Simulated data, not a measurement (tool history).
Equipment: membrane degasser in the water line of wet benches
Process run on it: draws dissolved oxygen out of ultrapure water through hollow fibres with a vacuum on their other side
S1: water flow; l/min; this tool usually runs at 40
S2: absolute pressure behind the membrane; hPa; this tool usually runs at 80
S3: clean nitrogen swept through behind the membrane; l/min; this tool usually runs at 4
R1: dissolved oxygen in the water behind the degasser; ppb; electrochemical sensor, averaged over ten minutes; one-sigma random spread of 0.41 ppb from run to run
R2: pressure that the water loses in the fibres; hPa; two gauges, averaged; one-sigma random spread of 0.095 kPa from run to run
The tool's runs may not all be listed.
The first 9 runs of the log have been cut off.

run	day	S1	S2	S3	R1	R2
10	18.762	39	69.7	4	88.8	285.7
11	20.204	39	69.7	4	89.1	284.7
12	21.725	54	80	4	161	394.3
13	24.371	54	80	4	161.1	397
14	26.038	54	80	4	160.3	396.5
15	27.492	54	80	4	160.8	395.2
16	30.392	54	80	2.3	253.3	395.9
17	32.004	36	80	8.6	50.7	263
18	34.275	31	89.5	8.6	51.3	227.2
19	36.275	31	89.5	8.6	51.1	228
20	38.592	36	158.2	3.55	294.9	266
21	40.871	40	80	2.4	180.6	294.1
22	42.879	40	80	2.4	180.5	295.9
23	44.612	27	80	2.4	125.5	200.2
24	47.312	52	189.5	6.27	311	383.4
25	48.854	27	136.6	3.25	202.5	200.2
26	50.3	28	136.6	3.25	210.1	206.5
27	53.058	35	197.7	2.68	478.2	259
28	54.425	35	197.7	2.68	476.4	258.4
29	56.308	35	197.7	2.68	476.2	257.6
30	57.6	40	176.9	4.85	279.8	298.1
31	58.921	40	176.9	4.85	277.8	297.3
32	60.592	40	181.5	4.85	288.9	295.8

Here are 4 independent what-if runs from the current tool condition. What would each one return?
# day 62.692: gauge calibrated
A	63.271	27	80.7	4	?	?
# day 62.692: gauge calibrated
B	63.271	52	88.8	4.38	?	?
# day 62.692: gauge calibrated
C	63.271	57	122.5	5.83	?	?
# day 62.692: gauge calibrated
D	63.271	25	80	4	?	?

run	R1	R2
A	79.2	195.7
B	166.4	377.1
C	220.8	415
D	72.9	181.6
With the hidden condition removed and each run's random variation left untouched, the same runs would have given:
run	R1	R2
A	79.1	195.7
B	166.3	377
C	220.7	414.9
D	72.8	181.5

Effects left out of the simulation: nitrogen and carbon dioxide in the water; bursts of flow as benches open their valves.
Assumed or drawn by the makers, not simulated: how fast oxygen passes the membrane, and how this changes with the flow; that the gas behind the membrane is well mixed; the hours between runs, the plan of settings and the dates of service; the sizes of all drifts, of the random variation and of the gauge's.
